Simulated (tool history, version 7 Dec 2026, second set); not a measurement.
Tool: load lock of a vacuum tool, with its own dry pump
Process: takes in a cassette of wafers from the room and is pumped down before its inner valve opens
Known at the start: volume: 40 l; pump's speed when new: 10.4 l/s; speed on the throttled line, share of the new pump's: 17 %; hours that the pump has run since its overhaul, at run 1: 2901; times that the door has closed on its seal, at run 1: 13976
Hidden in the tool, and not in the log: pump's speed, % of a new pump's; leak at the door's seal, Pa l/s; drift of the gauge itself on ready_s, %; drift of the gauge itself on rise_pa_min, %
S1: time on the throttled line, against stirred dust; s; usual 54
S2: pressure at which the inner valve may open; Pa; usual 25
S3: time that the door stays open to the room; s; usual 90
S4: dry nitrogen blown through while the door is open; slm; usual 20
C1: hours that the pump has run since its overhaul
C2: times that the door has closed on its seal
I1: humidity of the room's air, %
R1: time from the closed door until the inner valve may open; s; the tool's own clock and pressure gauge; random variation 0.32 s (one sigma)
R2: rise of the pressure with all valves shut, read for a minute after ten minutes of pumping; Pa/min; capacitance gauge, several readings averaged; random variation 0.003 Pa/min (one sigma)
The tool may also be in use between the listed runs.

{"run": 1, "day": 0.0, "S1": 54, "S2": 25, "S3": 90, "S4": 20, "C1": 2901, "C2": 13976, "I1": 47, "R1": 77.3, "R2": 0.057}
{"run": 2, "day": 5.4, "S1": 37, "S2": 25, "S3": 90, "S4": 20, "C1": 3031, "C2": 14275, "I1": 47, "R1": 63, "R2": 0.058}
{"run": 3, "day": 9.438, "S1": 37, "S2": 25, "S3": 90, "S4": 20, "C1": 3127, "C2": 14499, "I1": 46.5, "R1": 63.5, "R2": 0.05}
{"run": 4, "day": 14.808, "S1": 37, "S2": 25, "S3": 63, "S4": 20, "C1": 3256, "C2": 14796, "I1": 45.2, "R1": 62.9, "R2": 0.042}
{"run": 5, "day": 18.754, "S1": 37, "S2": 25, "S3": 63, "S4": 22, "C1": 3351, "C2": 15014, "I1": 42.2, "R1": 63.2, "R2": 0.036}
{"run": 6, "day": 22.379, "S1": 54, "S2": 25, "S3": 90, "S4": 20, "C1": 3438, "C2": 15215, "I1": 39.9, "R1": 77.6, "R2": 0.045}
{"run": 7, "day": 29.033, "S1": 54, "S2": 25, "S3": 90, "S4": 20, "C1": 3598, "C2": 15583, "I1": 44.2, "R1": 77.2, "R2": 0.05}
{"run": 8, "day": 35.5, "S1": 84, "S2": 25, "S3": 90, "S4": 20, "C1": 3753, "C2": 15941, "I1": 44.5, "R1": 102.9, "R2": 0.049}
{"run": 9, "day": 40.871, "S1": 84, "S2": 25, "S3": 90, "S4": 20, "C1": 3882, "C2": 16238, "I1": 47.4, "R1": 102.3, "R2": 0.055}
{"run": 10, "day": 47.833, "S1": 84, "S2": 25, "S3": 90, "S4": 20, "C1": 4049, "C2": 16624, "I1": 43.1, "R1": 101.8, "R2": 0.053}
{"run": 11, "day": 54.217, "S1": 84, "S2": 25, "S3": 90, "S4": 20, "C1": 4202, "C2": 16977, "I1": 44, "R1": 101.9, "R2": 0.051}
{"run": 12, "day": 60.862, "S1": 54, "S2": 25, "S3": 90, "S4": 4, "C1": 4362, "C2": 17345, "I1": 47.4, "R1": 77.5, "R2": 0.084}
{"run": 13, "day": 64.883, "S1": 38, "S2": 40, "S3": 90, "S4": 20, "C1": 4458, "C2": 17568, "I1": 44.5, "R1": 61.5, "R2": 0.049}
{"run": 14, "day": 67.967, "S1": 38, "S2": 31, "S3": 198, "S4": 12, "C1": 4532, "C2": 17738, "I1": 48.1, "R1": 63.1, "R2": 0.084}
{"run": 15, "day": 71.242, "S1": 38, "S2": 31, "S3": 165, "S4": 7, "C1": 4611, "C2": 17919, "I1": 44.7, "R1": 63.5, "R2": 0.095}
{"run": 16, "day": 74.05, "S1": 92, "S2": 31, "S3": 165, "S4": 7, "C1": 4678, "C2": 18075, "I1": 45.8, "R1": 108.7, "R2": 0.092}
{"run": 17, "day": 77.367, "S1": 92, "S2": 31, "S3": 165, "S4": 7, "C1": 4758, "C2": 18258, "I1": 45.4, "R1": 107.8, "R2": 0.096}
{"run": 18, "day": 83.225, "S1": 43, "S2": 20, "S3": 165, "S4": 41, "C1": 4898, "C2": 18583, "I1": 42, "R1": 69, "R2": 0.041}
{"run": 19, "day": 86.425, "S1": 52, "S2": 25, "S3": 67, "S4": 20, "C1": 4975, "C2": 18760, "I1": 45.7, "R1": 75.6, "R2": 0.049}
{"run": 20, "day": 90.917, "S1": 82, "S2": 35, "S3": 124, "S4": 20, "C1": 5083, "C2": 19008, "I1": 47.1, "R1": 99, "R2": 0.06}
{"run": 21, "day": 96.021, "S1": 54, "S2": 25, "S3": 236, "S4": 20, "C1": 5206, "C2": 19291, "I1": 50.8, "R1": 77.5, "R2": 0.086}
{"run": 22, "day": 100.246, "S1": 41, "S2": 25, "S3": 90, "S4": 20, "C1": 5307, "C2": 19525, "I1": 47.7, "R1": 66.2, "R2": 0.053}
{"run": 23, "day": 105.621, "S1": 41, "S2": 41, "S3": 90, "S4": 20, "C1": 5436, "C2": 19822, "I1": 47.4, "R1": 64.3, "R2": 0.052}

Forecast each of these 5 alternatives for the next run:
{"run": "A", "day": 111.225, "S1": 50, "S2": 41, "S3": 90, "S4": 10, "C1": 5570, "C2": 20132, "I1": 45.2, "R1": "?", "R2": "?"}
{"run": "B", "day": 111.225, "S1": 41, "S2": 25, "S3": 90, "S4": 9, "C1": 5570, "C2": 20132, "I1": 41.5, "R1": "?", "R2": "?"}
{"run": "C", "day": 111.225, "S1": 41, "S2": 27, "S3": 109, "S4": 9, "C1": 5570, "C2": 20132, "I1": 45.3, "R1": "?", "R2": "?"}
{"run": "D", "day": 111.225, "S1": 56, "S2": 43, "S3": 90, "S4": 5, "C1": 5570, "C2": 20132, "I1": 44.6, "R1": "?", "R2": "?"}
{"run": "E", "day": 111.225, "S1": 41, "S2": 21, "S3": 30, "S4": 20, "C1": 5570, "C2": 20132, "I1": 44.9, "R1": "?", "R2": "?"}

run=A R1=72 R2=0.07
run=B R1=66.9 R2=0.068
run=C R1=66 R2=0.074
run=D R1=76.7 R2=0.078
run=E R1=67.3 R2=0.033
Without the tool's hidden state the same runs would have given:
run=A R1=72 R2=0.069
run=B R1=66.9 R2=0.068
run=C R1=66 R2=0.074
run=D R1=76.7 R2=0.078
run=E R1=67.3 R2=0.032

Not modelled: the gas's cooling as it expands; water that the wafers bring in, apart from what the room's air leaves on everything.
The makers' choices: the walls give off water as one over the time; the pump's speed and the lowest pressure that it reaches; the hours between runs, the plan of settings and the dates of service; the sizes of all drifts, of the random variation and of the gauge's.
